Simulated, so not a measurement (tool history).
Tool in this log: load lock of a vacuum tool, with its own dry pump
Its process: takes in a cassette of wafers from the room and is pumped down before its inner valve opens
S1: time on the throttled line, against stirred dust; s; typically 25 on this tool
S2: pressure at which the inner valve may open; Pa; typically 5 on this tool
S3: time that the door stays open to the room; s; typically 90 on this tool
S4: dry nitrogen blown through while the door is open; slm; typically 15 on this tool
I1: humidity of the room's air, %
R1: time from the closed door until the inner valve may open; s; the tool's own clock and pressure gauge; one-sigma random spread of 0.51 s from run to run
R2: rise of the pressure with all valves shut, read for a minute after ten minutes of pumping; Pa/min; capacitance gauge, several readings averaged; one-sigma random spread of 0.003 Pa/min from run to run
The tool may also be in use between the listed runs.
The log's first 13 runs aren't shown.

run	hour	S1	S2	S3	S4	I1	R1	R2
14	2777.3	25	7	90	15	44.1	75.9	0.075
15	3022	25	7	90	15	42	76.6	0.076
16	3274.9	36	5	90	15	44.9	85.7	0.079
17	3456.1	36	5	90	15	41.2	86.5	0.083
# hour 3621.6: dry pump taken out, an overhauled one fitted
18	3621.6	25	5	90	18	46	69.8	0.079
19	3776.9	25	5	90	32	43.5	69.4	0.08
20	3960.8	25	5	90	32	50.4	70.2	0.088
21	4149	36	5	90	32	44.6	78	0.081
22	4419.4	36	9	117	5	48.5	74.5	0.145
23	4727.6	19	4	123	40	41.9	67.1	0.101
24	4983.1	19	4	187	26	47.9	67.7	0.14
25	5234.4	19	4	187	42	44	67.3	0.129
26	5442.7	16	5	107	5	44.7	64.7	0.171
27	5719.6	16	5	107	5	45.3	64.8	0.175
28	5967	25	5	64	15	45.8	71	0.149
29	6113.5	33	4	34	6	47	78.7	0.14
30	6356.5	33	4	34	6	43.4	78.5	0.161
31	6666.4	48	4	30	24	45.6	89.6	0.152
32	6803.5	20	5	234	12	44.3	68.9	0.245
33	6943.9	20	5	234	12	44	69.1	0.25
34	7256.6	20	5	234	12	45.9	68.7	0.27
35	7561.7	20	5	234	12	46	70	0.28
36	7829.5	25	7	97	12	44.2	70.8	0.241
37	7959.1	19	5	65	6	47.6	68.4	0.25

3 options for the next run, each taken on its own from the tool as it stands now. Forecast them:
A	8263.9	21	5	103	7	45.1	?	?
B	8263.9	45	8	90	42	45.6	?	?
C	8263.9	27	9	65	9	41.6	?	?

run	R1	R2
A	70.2	0.279
B	84.7	0.235
C	71.6	0.249
Without the tool's unlogged condition, the same runs would have read:
run	R1	R2
A	65.6	0.07
B	81.1	0.029
C	67.4	0.043
